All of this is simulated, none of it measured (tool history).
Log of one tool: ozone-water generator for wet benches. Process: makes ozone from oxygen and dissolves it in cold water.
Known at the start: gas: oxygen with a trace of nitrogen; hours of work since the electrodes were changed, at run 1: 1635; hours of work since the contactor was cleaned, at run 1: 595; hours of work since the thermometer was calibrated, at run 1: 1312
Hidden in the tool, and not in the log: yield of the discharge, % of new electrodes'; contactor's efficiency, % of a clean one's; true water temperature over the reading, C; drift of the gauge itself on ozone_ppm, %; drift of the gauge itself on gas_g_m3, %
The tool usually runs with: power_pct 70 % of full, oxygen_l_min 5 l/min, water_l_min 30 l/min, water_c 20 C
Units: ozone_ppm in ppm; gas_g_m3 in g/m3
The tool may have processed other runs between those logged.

run     day  power_pct  oxygen_l_min  water_l_min  water_c  hours of work since the electrodes were changed  hours of work since the contactor was cleaned  hours of work since the thermometer was calibrated  ozone_ppm  gas_g_m3
  1       0         70             5           30       20                                             1635                                            595                                                1312       20.1       257
  2   1.896         70             5           30       20                                             1674                                            633                                                1350       20.1     256.3
  3   3.729         70             5           30       20                                             1711                                            670                                                1387       20.4     256.8
  4   4.792         70             5           30       20                                             1732                                            692                                                1409       19.8     256.6
  5   6.621         70             5           30       20                                             1769                                            729                                                1446       19.8     254.5
  6    8.85         70             5           30       20                                             1814                                            774                                                1491         20     255.2
  7  10.521         70             5           30       20                                             1848                                            808                                                1524       20.1     256.3
  8  12.721         70             5           30       20                                             1893                                            852                                                1569       19.9     253.1
  9  14.942         70             5           30       20                                             1937                                            897                                                1614       19.9     254.5
 10  16.608         70             5           30       20                                             1971                                            931                                                1647       19.9     255.1
 11  17.625         73             5           30       20                                             1992                                            951                                                1668       20.6     259.1
 12    19.8         73             5           30       20                                             2036                                            995                                                1712       20.2     262.1
 13  21.808         70             5           26       20                                             2076                                           1036                                                1753       22.4     253.4
 14  23.621         70          5.13           30       20                                             2113                                           1073                                                1789       19.7     251.8
 15  25.458         70             5           30       26                                             2150                                           1110                                                1826       18.4     251.5
 16  26.762         84             5           30       26                                             2176                                           1136                                                1853       20.5     279.5
 17  29.146         84             5           30       26                                             2225                                           1184                                                1901       20.4     279.4
 18  31.521         70           3.5           30       20                                             2273                                           1232                                                1949       18.5     294.3
 19  33.546         70          5.98           23       16                                             2314                                           1273                                                1990       26.5     229.6
 20  35.867         87          7.69           30       20                                             2360                                           1320                                                2037         23     229.5
 21  37.408         99          4.58           30       20                                             2392                                           1351                                                2068       23.6     318.7
 22  38.812         69           3.6           24       24                                             2420                                           1380                                                2096         21     293.1
 23  40.529         69           3.6           24       24                                             2455                                           1414                                                2131       21.6     293.1
 24  42.579         69           3.6           24       24                                             2496                                           1456                                                2173       21.4     291.9
 25  44.896         47             5           30       20                                             2543                                           1503                                                2219         16     199.5
 26  46.888         47             5           30       20                                             2583                                           1543                                                2260       15.6     202.7
 27  48.846         47             5           30       20                                             2623                                           1583                                                2299       15.8     201.1
 28  50.112         99          3.51           32       15                                             2648                                           1608                                                2325       21.5     359.4
 29   52.35         99          3.51           32       15                                             2694                                           1653                                                2370       21.6     356.4
 30  53.546         70             5           21       20                                             2718                                           1678                                                2394       25.8     249.3
 31  54.996         70             5           21       20                                             2747                                           1707                                                2424       26.1     250.3
 32  56.529         70             5           21       20                                             2778                                           1738                                                2455       25.8     247.4
 33  57.733         68             5           34       19                                             2803                                           1762                                                2479       17.1     247.5
 34  60.017         74             5           34       23                                             2849                                           1808                                                2525       17.4       258

What if the next run were any one of these 3? Each begins from the tool's condition after run 34:
  A  61.717         48             5           34       23                                             2883                                           1843                                                2559          ?         ?
  B  61.717         58             3           30       17                                             2883                                           1843                                                2559          ?         ?
  C  61.717         81          4.74           34       23                                             2883                                           1843                                                2559          ?         ?

run  ozone_ppm  gas_g_m3
  A       13.8     201.2
  B       15.9     285.2
  C       17.9     275.9
What these runs would have given with no unlogged condition in the tool:
run  ozone_ppm  gas_g_m3
  A       14.8     213.1
  B       17.2     304.5
  C       19.7     298.8
